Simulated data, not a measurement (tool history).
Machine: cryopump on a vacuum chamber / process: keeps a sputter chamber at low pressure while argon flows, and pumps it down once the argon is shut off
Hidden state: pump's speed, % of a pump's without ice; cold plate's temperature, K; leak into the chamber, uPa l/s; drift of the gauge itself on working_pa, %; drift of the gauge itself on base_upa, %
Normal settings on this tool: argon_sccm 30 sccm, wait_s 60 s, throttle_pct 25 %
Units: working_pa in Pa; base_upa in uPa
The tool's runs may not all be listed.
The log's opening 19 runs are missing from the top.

run,hour,argon_sccm,wait_s,throttle_pct,hours of work since the pump was warmed up and emptied,hours of work since the cold head was overhauled,hours of work since the chamber's fittings were tightened,working_pa,base_upa
20,221.2,33,26,19,543,543,514,0.1526,1.65
# hour 228.5: pump warmed up, emptied and cooled again
21,239.7,33,26,19,8,553,523,0.1465,1.59
22,246.9,33,26,19,13,558,529,0.1459,1.63
23,259.6,42,60,33,23,567,538,0.1073,0.83
24,274.3,30,77,15,34,578,549,0.1681,0.76
25,283.6,18,83,53,40,585,555,0.0291,0.72
26,297.8,18,136,30,51,595,566,0.0515,0.54
27,313.2,18,65,19,62,607,577,0.0794,0.79
28,327.8,54,81,25,73,617,588,0.1828,0.72
29,343.3,46,81,27,84,629,599,0.1455,0.70
30,357.5,16,81,27,94,639,609,0.0509,0.69
31,364.3,16,81,27,99,644,614,0.0513,0.73
32,379.3,55,81,35,110,655,625,0.1345,0.70
33,393.3,16,88,54,121,665,636,0.0258,0.70

Forecast each of these 3 alternatives for the next run:
A,402.9,16,88,46,128,672,643,?,?
B,402.9,27,26,54,128,672,643,?,?
C,402.9,12,78,33,128,672,643,?,?

run,working_pa,base_upa
A,0.0294,0.73
B,0.0433,1.69
C,0.0309,0.72
Without the tool's unlogged condition, the same runs would have read:
run,working_pa,base_upa
A,0.0285,0.59
B,0.0418,1.55
C,0.0303,0.59

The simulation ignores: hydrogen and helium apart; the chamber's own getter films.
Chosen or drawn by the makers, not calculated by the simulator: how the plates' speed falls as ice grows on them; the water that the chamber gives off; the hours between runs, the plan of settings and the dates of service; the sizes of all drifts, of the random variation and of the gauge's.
